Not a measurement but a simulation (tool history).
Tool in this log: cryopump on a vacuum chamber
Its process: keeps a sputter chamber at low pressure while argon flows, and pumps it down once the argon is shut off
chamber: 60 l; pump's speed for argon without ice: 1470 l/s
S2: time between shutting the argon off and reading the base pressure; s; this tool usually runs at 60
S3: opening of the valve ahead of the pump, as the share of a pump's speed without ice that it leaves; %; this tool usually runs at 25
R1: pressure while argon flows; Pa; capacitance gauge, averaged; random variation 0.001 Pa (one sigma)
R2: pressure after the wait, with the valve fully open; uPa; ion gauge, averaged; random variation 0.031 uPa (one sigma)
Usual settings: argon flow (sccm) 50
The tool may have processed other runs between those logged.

Run 1, hour 0: usual settings. Result: R1 0.2404 Pa, R2 2.8 uPa.
Run 2, hour 13.3: usual settings but argon flow (sccm) 88. Result: R1 0.4267 Pa, R2 2.76 uPa.
Run 3, hour 21.6: usual settings but argon flow (sccm) 88. Result: R1 0.4275 Pa, R2 2.77 uPa.
Run 4, hour 36.9: usual settings but argon flow (sccm) 88. Result: R1 0.4269 Pa, R2 2.77 uPa.
Run 5, hour 51: usual settings but argon flow (sccm) 66. Result: R1 0.3218 Pa, R2 2.87 uPa.
Run 6, hour 61: usual settings. Result: R1 0.2434 Pa, R2 2.75 uPa.
Run 7, hour 77.3: usual settings. Result: R1 0.2459 Pa, R2 2.86 uPa.
Run 8, hour 88: usual settings. Result: R1 0.2443 Pa, R2 2.87 uPa.
Run 9, hour 97.2: usual settings but argon flow (sccm) 35. Result: R1 0.1732 Pa, R2 2.91 uPa.
Run 10, hour 111.1: usual settings but argon flow (sccm) 35. Result: R1 0.1708 Pa, R2 2.81 uPa.
Run 11, hour 122.9: usual settings but argon flow (sccm) 62, S2 49 s, S3 16 %. Result: R1 0.4672 Pa, R2 3.29 uPa.
Run 12, hour 137.2: usual settings but argon flow (sccm) 62, S2 49 s, S3 16 %. Result: R1 0.4689 Pa, R2 3.25 uPa.
Run 13, hour 154.3: usual settings but argon flow (sccm) 69, S2 49 s, S3 53 %. Result: R1 0.1731 Pa, R2 3.25 uPa.
Run 14, hour 163: usual settings but argon flow (sccm) 54, S2 188 s, S3 53 %. Result: R1 0.1364 Pa, R2 2.05 uPa.
Run 15, hour 173.4: usual settings but argon flow (sccm) 26, S2 200 s, S3 26 %. Result: R1 0.1236 Pa, R2 2.04 uPa.
Run 16, hour 183.6: usual settings but argon flow (sccm) 67, S2 243 s. Result: R1 0.3332 Pa, R2 1.9 uPa.

Forecast run 17:
Run 17, hour 193.7: usual settings but argon flow (sccm) 67, S2 51 s, S3 47 %. Result: R1 ?, R2 ?.

{"run 17": {"R1": 0.1916, "R2": 3.35}}
Had the tool carried no hidden state, the very same run would have given R1 0.1659 Pa, R2 1.88 uPa.
